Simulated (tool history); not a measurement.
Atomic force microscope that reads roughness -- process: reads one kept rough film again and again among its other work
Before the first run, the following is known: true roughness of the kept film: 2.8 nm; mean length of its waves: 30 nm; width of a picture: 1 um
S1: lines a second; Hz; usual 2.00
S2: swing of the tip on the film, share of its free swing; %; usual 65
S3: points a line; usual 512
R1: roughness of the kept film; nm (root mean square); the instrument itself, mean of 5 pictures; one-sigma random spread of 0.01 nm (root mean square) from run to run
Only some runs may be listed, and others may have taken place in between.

run	hour	S1	S2	S3	R1
1	0.0	2.00	65	512	2.312
2	60.0	1.56	65	512	2.257
# hour 96.4: new tip fitted
3	111.7	2.00	65	512	2.421
4	148.7	2.00	65	512	2.397
5	231.1	2.00	65	512	2.323
6	271.6	2.00	65	512	2.298
7	347.0	2.00	65	512	2.239
# hour 385.5: new tip fitted
8	420.2	2.00	65	512	2.424
9	494.9	2.00	65	512	2.357
10	566.9	2.00	65	512	2.285
# hour 631.3: height scale calibrated on a step standard
11	636.3	2.13	65	512	2.166
# hour 669.6: new tip fitted
12	696.8	1.40	78	582	2.313
13	736.6	2.98	81	629	2.002
14	806.0	2.00	72	361	2.178
15	855.6	1.81	73	444	2.178
16	891.1	1.38	65	512	2.246
# hour 958.0: new tip fitted
17	959.9	2.00	59	675	2.454
18	1017.2	3.35	79	258	1.981
19	1102.6	0.69	80	257	2.285
20	1141.4	2.77	84	257	1.879
21	1184.3	2.77	84	257	1.846

Run by run, hidden condition taken away, random variation retained:
Hidden conditions of the tool in this case: radius of the tip, nm; height scale over the true one, %; drift of the gauge itself on roughness_nm, %.
run	R1
1	2.428
2	2.422
3	2.393
4	2.400
5	2.398
6	2.407
7	2.408
8	2.411
9	2.406
10	2.392
11	2.386
12	2.352
13	2.066
14	2.306
15	2.345
16	2.449
17	2.456
18	2.027
19	2.404
20	2.003
21	1.996
